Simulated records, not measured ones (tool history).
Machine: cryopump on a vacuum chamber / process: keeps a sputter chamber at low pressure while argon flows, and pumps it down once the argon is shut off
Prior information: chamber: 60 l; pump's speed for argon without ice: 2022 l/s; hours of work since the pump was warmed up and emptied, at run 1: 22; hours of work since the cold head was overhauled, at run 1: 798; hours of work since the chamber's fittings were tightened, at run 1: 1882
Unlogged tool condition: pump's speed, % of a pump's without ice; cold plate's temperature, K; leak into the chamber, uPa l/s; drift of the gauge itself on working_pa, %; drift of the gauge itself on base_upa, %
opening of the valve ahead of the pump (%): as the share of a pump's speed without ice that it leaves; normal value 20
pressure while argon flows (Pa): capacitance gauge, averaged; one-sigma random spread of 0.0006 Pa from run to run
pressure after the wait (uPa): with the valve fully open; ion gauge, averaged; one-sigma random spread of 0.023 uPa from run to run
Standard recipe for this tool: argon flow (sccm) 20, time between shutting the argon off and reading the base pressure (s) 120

run	hour	argon flow (sccm)	time between shutting the argon off and reading the base pressure (s)	opening of the valve ahead of the pump (%)	hours of work since the pump was warmed up and emptied	hours of work since the cold head was overhauled	hours of work since the chamber's fittings were tightened	pressure while argon flows (Pa)	pressure after the wait (uPa)
1	0.0	20	120	20	22	798	1882	0.0833	1.65
2	43.0	34	120	20	59	836	1920	0.1421	1.70
3	77.0	20	120	20	89	866	1950	0.0846	1.79
4	142.9	20	120	20	147	924	2008	0.0861	1.78
5	223.5	12	120	20	218	995	2078	0.0519	1.91
6	292.7	12	60	20	279	1055	2139	0.0509	2.50
7	356.2	20	120	16	335	1111	2195	0.1081	2.04
8	432.5	20	120	16	402	1178	2262	0.1087	2.17
9	512.0	20	120	16	471	1248	2332	0.1098	2.24
10	572.8	20	120	16	525	1301	2385	0.1105	2.30
11	632.1	12	21	16	577	1353	2437	0.0665	5.13
12	696.0	35	120	31	633	1410	2493	0.1069	2.52
13	759.2	25	100	31	689	1465	2549	0.0770	2.72
# hour 801.8: pump warmed up, emptied and cooled again
14	806.1	20	103	15	4	1502	2586	0.1107	2.14
15	873.7	17	246	18	63	1561	2645	0.0798	1.72
16	925.8	25	246	19	109	1607	2691	0.1127	1.83
17	964.8	37	120	52	143	1641	2725	0.0624	2.16
18	1020.5	37	120	52	192	1690	2774	0.0622	2.23

Across each entry between runs, compare the hidden state at the last listed run before it with the hidden state at the first listed run after it:
Between runs 13 and 14: pump warmed up, emptied and cooled again (hour 801.8)
  pump's speed, % of a pump's without ice: 68.5 -> 99.2; cold plate's temperature, K: 12.9 -> 12.91; leak into the chamber, uPa l/s: 2740 -> 2778
  measured result minus the result with no hidden state, pressure while argon flows (Pa): +0.0102 -> +0.0004; pressure after the wait (uPa): +1.85 -> +1.28
